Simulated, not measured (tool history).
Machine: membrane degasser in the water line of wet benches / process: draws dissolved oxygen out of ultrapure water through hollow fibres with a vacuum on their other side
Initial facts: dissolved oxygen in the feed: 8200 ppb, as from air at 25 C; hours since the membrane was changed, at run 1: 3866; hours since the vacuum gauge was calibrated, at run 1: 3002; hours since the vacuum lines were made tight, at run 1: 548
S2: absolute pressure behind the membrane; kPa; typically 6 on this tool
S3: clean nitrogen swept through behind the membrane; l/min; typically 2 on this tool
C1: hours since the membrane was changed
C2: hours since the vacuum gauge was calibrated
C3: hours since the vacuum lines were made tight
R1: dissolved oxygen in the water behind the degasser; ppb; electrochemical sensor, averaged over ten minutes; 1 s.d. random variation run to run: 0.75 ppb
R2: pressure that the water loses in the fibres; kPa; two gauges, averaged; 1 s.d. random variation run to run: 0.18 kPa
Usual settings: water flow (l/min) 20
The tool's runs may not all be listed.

{"run": 1, "hour": 0.0, "water flow (l/min)": 20, "S2": 6, "S3": 2, "C1": 3866, "C2": 3002, "C3": 548, "R1": 72.1, "R2": 35.48}
{"run": 2, "hour": 205.4, "water flow (l/min)": 20, "S2": 6, "S3": 2, "C1": 4072, "C2": 3208, "C3": 753, "R1": 72.9, "R2": 35.26}
{"run": 3, "hour": 392.9, "water flow (l/min)": 20, "S2": 4.01, "S3": 2, "C1": 4259, "C2": 3395, "C3": 941, "R1": 27.4, "R2": 35.83}
{"run": 4, "hour": 501.1, "water flow (l/min)": 20, "S2": 4.01, "S3": 1.78, "C1": 4367, "C2": 3503, "C3": 1049, "R1": 30.2, "R2": 35.32}
{"run": 5, "hour": 742.9, "water flow (l/min)": 20, "S2": 4.01, "S3": 1.78, "C1": 4609, "C2": 3745, "C3": 1291, "R1": 29.9, "R2": 35.78}
{"run": 6, "hour": 950.1, "water flow (l/min)": 20, "S2": 6, "S3": 1.36, "C1": 4816, "C2": 3952, "C3": 1498, "R1": 103.1, "R2": 35.61}
{"run": 7, "hour": 1209.6, "water flow (l/min)": 20, "S2": 6, "S3": 1.36, "C1": 5076, "C2": 4212, "C3": 1757, "R1": 107, "R2": 35.93}
{"run": 8, "hour": 1334.3, "water flow (l/min)": 20, "S2": 6, "S3": 2, "C1": 5201, "C2": 4336, "C3": 1882, "R1": 75.2, "R2": 35.57}
{"run": 9, "hour": 1483.7, "water flow (l/min)": 20, "S2": 6, "S3": 2, "C1": 5350, "C2": 4486, "C3": 2031, "R1": 76.4, "R2": 35.63}
{"run": 10, "hour": 1693.2, "water flow (l/min)": 20, "S2": 6, "S3": 2, "C1": 5560, "C2": 4695, "C3": 2241, "R1": 74.6, "R2": 35.71}
{"run": 11, "hour": 1825.6, "water flow (l/min)": 20, "S2": 6, "S3": 2, "C1": 5692, "C2": 4828, "C3": 2373, "R1": 75.9, "R2": 35.88}
{"run": 12, "hour": 1970.8, "water flow (l/min)": 20, "S2": 6, "S3": 2, "C1": 5837, "C2": 4973, "C3": 2519, "R1": 77.1, "R2": 35.79}
{"run": 13, "hour": 2153.9, "water flow (l/min)": 20, "S2": 6, "S3": 2, "C1": 6020, "C2": 5156, "C3": 2702, "R1": 76.8, "R2": 35.91}
{"run": 14, "hour": 2386.5, "water flow (l/min)": 20, "S2": 6, "S3": 2, "C1": 6253, "C2": 5389, "C3": 2934, "R1": 77.2, "R2": 36.19}
{"run": 15, "hour": 2555.6, "water flow (l/min)": 20, "S2": 6, "S3": 2, "C1": 6422, "C2": 5558, "C3": 3103, "R1": 77, "R2": 36.07}
{"run": 16, "hour": 2787.5, "water flow (l/min)": 20, "S2": 6, "S3": 2, "C1": 6654, "C2": 5790, "C3": 3335, "R1": 76.8, "R2": 36.12}
{"hour": 2798.7, "done": "vacuum gauge calibrated"}
{"run": 17, "hour": 2945.5, "water flow (l/min)": 15, "S2": 6, "S3": 1.52, "C1": 6811, "C2": 147, "C3": 3493, "R1": 77.7, "R2": 27.16}
{"run": 18, "hour": 3164.4, "water flow (l/min)": 30, "S2": 5, "S3": 1.07, "C1": 7030, "C2": 366, "C3": 3712, "R1": 159.3, "R2": 54.15}
{"run": 19, "hour": 3271.0, "water flow (l/min)": 30, "S2": 5, "S3": 1.07, "C1": 7137, "C2": 472, "C3": 3818, "R1": 163.9, "R2": 53.92}
{"hour": 3317.9, "done": "vacuum gauge calibrated, once more"}
{"run": 20, "hour": 3415.9, "water flow (l/min)": 20, "S2": 11.94, "S3": 2, "C1": 7281, "C2": 98, "C3": 3963, "R1": 208.2, "R2": 36.27}
{"run": 21, "hour": 3592.2, "water flow (l/min)": 20, "S2": 5.65, "S3": 3.14, "C1": 7458, "C2": 274, "C3": 4139, "R1": 43.8, "R2": 36.04}
{"run": 22, "hour": 3745.6, "water flow (l/min)": 12, "S2": 3.97, "S3": 4.88, "C1": 7611, "C2": 428, "C3": 4292, "R1": 5.3, "R2": 21.66}
{"run": 23, "hour": 3866.6, "water flow (l/min)": 12, "S2": 3.97, "S3": 5.9, "C1": 7732, "C2": 549, "C3": 4413, "R1": 4.7, "R2": 21.85}
{"run": 24, "hour": 4035.9, "water flow (l/min)": 12, "S2": 3.97, "S3": 5.9, "C1": 7901, "C2": 718, "C3": 4583, "R1": 4, "R2": 21.82}
{"run": 25, "hour": 4175.8, "water flow (l/min)": 22, "S2": 6, "S3": 3.44, "C1": 8041, "C2": 858, "C3": 4723, "R1": 50.6, "R2": 40.04}
{"run": 26, "hour": 4396.9, "water flow (l/min)": 22, "S2": 6, "S3": 3.44, "C1": 8262, "C2": 1079, "C3": 4944, "R1": 52.3, "R2": 39.76}
{"run": 27, "hour": 4645.4, "water flow (l/min)": 22, "S2": 6, "S3": 3.44, "C1": 8511, "C2": 1327, "C3": 5192, "R1": 52.6, "R2": 40.1}
{"run": 28, "hour": 4775.5, "water flow (l/min)": 19, "S2": 6, "S3": 5.52, "C1": 8641, "C2": 1458, "C3": 5322, "R1": 28.5, "R2": 34.78}
{"run": 29, "hour": 5004.6, "water flow (l/min)": 26, "S2": 5.84, "S3": 1.29, "C1": 8870, "C2": 1687, "C3": 5551, "R1": 137.7, "R2": 47.69}
{"run": 30, "hour": 5216.1, "water flow (l/min)": 20, "S2": 6, "S3": 1.96, "C1": 9081, "C2": 1898, "C3": 5763, "R1": 74.3, "R2": 36.52}
{"run": 31, "hour": 5376.1, "water flow (l/min)": 20, "S2": 4.54, "S3": 5.22, "C1": 9241, "C2": 2058, "C3": 5923, "R1": 19.4, "R2": 36.54}
{"run": 32, "hour": 5579.0, "water flow (l/min)": 25, "S2": 3.99, "S3": 2, "C1": 9444, "C2": 2261, "C3": 6126, "R1": 40.1, "R2": 45.66}

4 ways to go on from here, each from the tool as it stands after run 32. What would each give?
{"run": "A", "hour": 5801.8, "water flow (l/min)": 20, "S2": 4.59, "S3": 3.14, "C1": 9667, "C2": 2484, "C3": 6349, "R1": "?", "R2": "?"}
{"run": "B", "hour": 5801.8, "water flow (l/min)": 22, "S2": 6, "S3": 2, "C1": 9667, "C2": 2484, "C3": 6349, "R1": "?", "R2": "?"}
{"run": "C", "hour": 5801.8, "water flow (l/min)": 18, "S2": 7.02, "S3": 4.87, "C1": 9667, "C2": 2484, "C3": 6349, "R1": "?", "R2": "?"}
{"run": "D", "hour": 5801.8, "water flow (l/min)": 25, "S2": 3.99, "S3": 5.64, "C1": 9667, "C2": 2484, "C3": 6349, "R1": "?", "R2": "?"}

run=A R1=29.3 R2=36.69
run=B R1=85.6 R2=40.5
run=C R1=40.1 R2=33.24
run=D R1=24.9 R2=45.73
With the hidden condition removed and each run's random variation left untouched, the same runs would have given:
run=A R1=25 R2=34.72
run=B R1=78.5 R2=38.32
run=C R1=37.1 R2=31.44
run=D R1=18.8 R2=43.26

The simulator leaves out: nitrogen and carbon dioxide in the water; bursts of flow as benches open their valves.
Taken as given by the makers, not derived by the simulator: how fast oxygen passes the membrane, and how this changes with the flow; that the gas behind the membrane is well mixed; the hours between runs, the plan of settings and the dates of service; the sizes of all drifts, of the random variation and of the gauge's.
